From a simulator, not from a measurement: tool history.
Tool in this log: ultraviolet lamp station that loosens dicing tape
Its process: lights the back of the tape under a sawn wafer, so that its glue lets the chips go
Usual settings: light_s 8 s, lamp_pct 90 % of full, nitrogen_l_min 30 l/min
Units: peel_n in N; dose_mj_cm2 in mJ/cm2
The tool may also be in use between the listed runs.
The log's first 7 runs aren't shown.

Run 8, hour 72.8: usual settings but lamp_pct 89 % of full. Result: peel_n 0.888 N, dose_mj_cm2 384 mJ/cm2.
Run 9, hour 84.4: usual settings but lamp_pct 89 % of full. Result: peel_n 0.888 N, dose_mj_cm2 379 mJ/cm2.
Run 10, hour 98.3: usual settings. Result: peel_n 0.874 N, dose_mj_cm2 380 mJ/cm2.
Run 11, hour 106.5: usual settings. Result: peel_n 0.931 N, dose_mj_cm2 372 mJ/cm2.
Run 12, hour 114.1: usual settings. Result: peel_n 0.878 N, dose_mj_cm2 374 mJ/cm2.
Run 13, hour 121.3: usual settings. Result: peel_n 0.926 N, dose_mj_cm2 374 mJ/cm2.
Run 14, hour 132.6: usual settings. Result: peel_n 0.913 N, dose_mj_cm2 371 mJ/cm2.
Run 15, hour 139.0: usual settings but light_s 6 s. Result: peel_n 1.487 N, dose_mj_cm2 275 mJ/cm2.
At hour 148.2: window cleaned of glue's vapour.
Run 16, hour 150.4: usual settings. Result: peel_n 0.652 N, dose_mj_cm2 439 mJ/cm2.
Run 17, hour 156.8: usual settings but nitrogen_l_min 34 l/min. Result: peel_n 0.659 N, dose_mj_cm2 434 mJ/cm2.
Run 18, hour 162.6: usual settings but nitrogen_l_min 24 l/min. Result: peel_n 0.758 N, dose_mj_cm2 440 mJ/cm2.
Run 19, hour 172.4: usual settings but light_s 4 s, lamp_pct 92 % of full, nitrogen_l_min 35 l/min. Result: peel_n 1.932 N, dose_mj_cm2 219 mJ/cm2.
Run 20, hour 181.8: usual settings but light_s 7 s, nitrogen_l_min 16 l/min. Result: peel_n 1.218 N, dose_mj_cm2 380 mJ/cm2.
Run 21, hour 193.0: usual settings but light_s 11 s, nitrogen_l_min 16 l/min. Result: peel_n 0.501 N, dose_mj_cm2 593 mJ/cm2.
Run 22, hour 203.2: usual settings but light_s 9 s, lamp_pct 83 % of full, nitrogen_l_min 22 l/min. Result: peel_n 0.769 N, dose_mj_cm2 438 mJ/cm2.
Run 23, hour 215.7: usual settings but light_s 9 s, lamp_pct 85 % of full. Result: peel_n 0.626 N, dose_mj_cm2 446 mJ/cm2.
Run 24, hour 223.4: usual settings but light_s 9 s, lamp_pct 62 % of full, nitrogen_l_min 58 l/min. Result: peel_n 0.958 N, dose_mj_cm2 322 mJ/cm2.
Run 25, hour 234.8: usual settings but light_s 6 s, lamp_pct 71 % of full, nitrogen_l_min 58 l/min. Result: peel_n 1.486 N, dose_mj_cm2 244 mJ/cm2.
Run 26, hour 242.9: usual settings but lamp_pct 86 % of full, nitrogen_l_min 10 l/min. Result: peel_n 1.359 N, dose_mj_cm2 401 mJ/cm2.
Run 27, hour 249.5: usual settings but light_s 15 s, lamp_pct 94 % of full. Result: peel_n 0.147 N, dose_mj_cm2 792 mJ/cm2.
Run 28, hour 257.3: usual settings but light_s 15 s, lamp_pct 68 % of full, nitrogen_l_min 28 l/min. Result: peel_n 0.358 N, dose_mj_cm2 576 mJ/cm2.
Run 29, hour 267.9: usual settings but light_s 15 s, lamp_pct 68 % of full, nitrogen_l_min 28 l/min. Result: peel_n 0.370 N, dose_mj_cm2 569 mJ/cm2.
Run 30, hour 277.8: usual settings but light_s 15 s, lamp_pct 72 % of full. Result: peel_n 0.324 N, dose_mj_cm2 599 mJ/cm2.
Run 31, hour 287.2: usual settings but light_s 11 s, lamp_pct 75 % of full, nitrogen_l_min 31 l/min. Result: peel_n 0.603 N, dose_mj_cm2 453 mJ/cm2.
Run 32, hour 293.1: usual settings but light_s 11 s, lamp_pct 75 % of full, nitrogen_l_min 31 l/min. Result: peel_n 0.602 N, dose_mj_cm2 455 mJ/cm2.

Below are 5 alternative next runs, each starting from the tool's condition after run 32. Predict each:
Run A, hour 300.1: usual settings but light_s 15 s, lamp_pct 75 % of full, nitrogen_l_min 13 l/min. Result: peel_n ?, dose_mj_cm2 ?.
Run B, hour 300.1: usual settings but nitrogen_l_min 16 l/min. Result: peel_n ?, dose_mj_cm2 ?.
Run C, hour 300.1: usual settings but nitrogen_l_min 43 l/min. Result: peel_n ?, dose_mj_cm2 ?.
Run D, hour 300.1: usual settings but light_s 4 s. Result: peel_n ?, dose_mj_cm2 ?.
Run E, hour 300.1: usual settings but light_s 13 s, lamp_pct 98 % of full, nitrogen_l_min 21 l/min. Result: peel_n ?, dose_mj_cm2 ?.

run  peel_n  dose_mj_cm2
  A   0.496          616
  B   1.115          393
  C   0.685          391
  D   2.264          201
  E   0.260          691
Without the tool's unlogged condition, the same runs would have read:
run  peel_n  dose_mj_cm2
  A   0.229          832
  B   0.620          532
  C   0.337          530
  D   1.581          270
  E   0.112          934
